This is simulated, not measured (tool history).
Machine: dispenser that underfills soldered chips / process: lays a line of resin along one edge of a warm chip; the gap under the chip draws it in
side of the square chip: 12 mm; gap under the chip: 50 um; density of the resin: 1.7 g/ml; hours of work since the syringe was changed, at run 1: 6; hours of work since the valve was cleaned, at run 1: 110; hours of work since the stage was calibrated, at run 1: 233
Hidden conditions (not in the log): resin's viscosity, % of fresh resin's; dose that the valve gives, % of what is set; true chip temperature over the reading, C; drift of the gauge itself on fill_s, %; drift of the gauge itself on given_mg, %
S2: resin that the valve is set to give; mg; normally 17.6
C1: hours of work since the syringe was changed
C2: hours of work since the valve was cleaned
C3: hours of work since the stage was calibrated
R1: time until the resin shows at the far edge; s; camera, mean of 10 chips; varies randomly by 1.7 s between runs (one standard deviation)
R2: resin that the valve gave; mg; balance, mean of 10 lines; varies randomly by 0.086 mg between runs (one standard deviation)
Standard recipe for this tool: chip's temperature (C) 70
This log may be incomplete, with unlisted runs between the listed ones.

Run 1, hour 0: usual settings; C1 6; C2 110; C3 233. Result: R1 224.4 s, R2 16.03 mg.
Run 2, hour 4.2: usual settings; C1 9; C2 113; C3 236. Result: R1 271.6 s, R2 15.85 mg.
At hour 5.1: new syringe of resin.
Run 3, hour 9.7: usual settings but S2 20.9 mg; C1 3; C2 117; C3 239. Result: R1 184 s, R2 18.89 mg.
Run 4, hour 15.5: usual settings; C1 8; C2 121; C3 244. Result: R1 249.4 s, R2 15.77 mg.
At hour 17.4: new syringe of resin.
Run 5, hour 20.4: usual settings; C1 2; C2 124; C3 247. Result: R1 177.7 s, R2 15.95 mg.
Run 6, hour 27.9: usual settings but chip's temperature (C) 61; C1 8; C2 130; C3 252. Result: R1 375.8 s, R2 15.82 mg.
At hour 30.4: new syringe of resin.
Run 7, hour 33: usual settings but chip's temperature (C) 61; C1 2; C2 133; C3 256. Result: R1 266.2 s, R2 15.78 mg.
Run 8, hour 39.3: usual settings but chip's temperature (C) 60; C1 6; C2 138; C3 260. Result: R1 373.6 s, R2 15.71 mg.
At hour 43: new syringe of resin.
Run 9, hour 47.3: usual settings; C1 3; C2 143; C3 266. Result: R1 185.4 s, R2 15.47 mg.
At hour 50.4: dispensing valve cleaned and set on the balance.
Run 10, hour 54.8: usual settings; C1 8; C2 3; C3 271. Result: R1 250.2 s, R2 17.74 mg.
At hour 56.5: new syringe of resin.
Run 11, hour 58.5: usual settings but chip's temperature (C) 69; C1 1; C2 6; C3 273. Result: R1 169.7 s, R2 17.53 mg.
Run 12, hour 66.6: usual settings; C1 7; C2 11; C3 279. Result: R1 242.1 s, R2 17.27 mg.
At hour 68.8: new syringe of resin.
Run 13, hour 73.8: usual settings; C1 4; C2 16; C3 284. Result: R1 190.7 s, R2 17.27 mg.
Run 14, hour 79.6: usual settings; C1 8; C2 21; C3 288. Result: R1 243.9 s, R2 17.25 mg.
At hour 81.7: new syringe of resin.
Run 15, hour 87.6: usual settings; C1 4; C2 26; C3 294. Result: R1 197.5 s, R2 17.21 mg.
Run 16, hour 92.7: usual settings but chip's temperature (C) 78; C1 8; C2 30; C3 297. Result: R1 175 s, R2 17.23 mg.
At hour 94.2: new syringe of resin.
Run 17, hour 101.1: usual settings; C1 5; C2 36; C3 303. Result: R1 202.7 s, R2 17.14 mg.
Run 18, hour 104.6: usual settings but chip's temperature (C) 76; C1 7; C2 38; C3 306. Result: R1 185.1 s, R2 17 mg.
At hour 106.7: new syringe of resin.
Run 19, hour 111.4: usual settings but chip's temperature (C) 74, S2 15.1 mg; C1 3; C2 43; C3 310. Result: R1 163.7 s, R2 14.64 mg.
At hour 114.5: stage's temperature calibrated.
Run 20, hour 116.6: usual settings but chip's temperature (C) 67, S2 21.4 mg; C1 6; C2 46; C3 2. Result: R1 279.6 s, R2 20.55 mg.
At hour 120.3: new syringe of resin.
Run 21, hour 122.7: usual settings but chip's temperature (C) 67, S2 21.4 mg; C1 2; C2 50; C3 6. Result: R1 203.5 s, R2 20.5 mg.
Run 22, hour 128.3: usual settings but chip's temperature (C) 60, S2 21.6 mg; C1 6; C2 54; C3 10. Result: R1 367.1 s, R2 20.51 mg.
At hour 133.1: new syringe of resin.
Run 23, hour 136.4: usual settings but chip's temperature (C) 60, S2 21.6 mg; C1 2; C2 60; C3 15. Result: R1 300.6 s, R2 20.57 mg.
Run 24, hour 139.7: usual settings but chip's temperature (C) 60, S2 21.6 mg; C1 5; C2 62; C3 18. Result: R1 346.5 s, R2 20.57 mg.
At hour 145.7: new syringe of resin.
Run 25, hour 146.9: usual settings but chip's temperature (C) 60, S2 21.6 mg; C1 1; C2 67; C3 23. Result: R1 268.6 s, R2 20.43 mg.
Run 26, hour 150.3: usual settings but S2 19.5 mg; C1 3; C2 70; C3 25. Result: R1 196.7 s, R2 18.32 mg.
At hour 158.3: new syringe of resin.
Run 27, hour 158.3: usual settings but S2 16.8 mg; C1 0; C2 75; C3 31. Result: R1 162.4 s, R2 15.8 mg.
Run 28, hour 161.6: usual settings but chip's temperature (C) 63, S2 15.1 mg; C1 2; C2 78; C3 33. Result: R1 280.9 s, R2 14.1 mg.
Run 29, hour 168.9: usual settings but chip's temperature (C) 63, S2 15.1 mg; C1 8; C2 83; C3 38. Result: R1 391.7 s, R2 14.02 mg.
At hour 170.9: new syringe of resin.
Run 30, hour 174.2: usual settings but chip's temperature (C) 63, S2 15.1 mg; C1 2; C2 86; C3 42. Result: R1 277.1 s, R2 14.1 mg.
Run 31, hour 179.7: usual settings but chip's temperature (C) 63, S2 15.1 mg; C1 6; C2 90; C3 46. Result: R1 363.1 s, R2 14.1 mg.
At hour 183.8: new syringe of resin.
Run 32, hour 187.1: usual settings but chip's temperature (C) 75, S2 17.8 mg; C1 2; C2 95; C3 51. Result: R1 152.6 s, R2 16.45 mg.
Run 33, hour 194.8: usual settings but chip's temperature (C) 75, S2 17.8 mg; C1 8; C2 101; C3 57. Result: R1 215.9 s, R2 16.42 mg.
At hour 196.6: new syringe of resin.
Run 34, hour 201.2: usual settings but chip's temperature (C) 57; C1 3; C2 105; C3 61. Result: R1 383.5 s, R2 15.96 mg.
Run 35, hour 207.7: usual settings but chip's temperature (C) 61, S2 19.1 mg; C1 8; C2 110; C3 66. Result: R1 420.4 s, R2 17.42 mg.

Each row is a separate what-if for the run after 35, all from the same tool condition, not one after another. Results?
At hour 209.2: new syringe of resin.
Run A, hour 214.5: usual settings but chip's temperature (C) 65, S2 17.9 mg; C1 4; C2 115; C3 70. Result: R1 ?, R2 ?.
At hour 209.2: new syringe of resin.
Run B, hour 214.5: usual settings but chip's temperature (C) 76, S2 17.4 mg; C1 4; C2 115; C3 70. Result: R1 ?, R2 ?.
At hour 209.2: new syringe of resin.
Run C, hour 214.5: usual settings but chip's temperature (C) 74, S2 20.7 mg; C1 4; C2 115; C3 70. Result: R1 ?, R2 ?.

run     R1     R2
  A  268.8  16.23
  B  158.4   15.9
  C  168.1  18.93
The same runs, with their run-to-run variation unchanged, on a tool lacking any hidden condition would have given:
run     R1     R2
  A  210.7  17.92
  B  123.6  17.55
  C    133  20.89

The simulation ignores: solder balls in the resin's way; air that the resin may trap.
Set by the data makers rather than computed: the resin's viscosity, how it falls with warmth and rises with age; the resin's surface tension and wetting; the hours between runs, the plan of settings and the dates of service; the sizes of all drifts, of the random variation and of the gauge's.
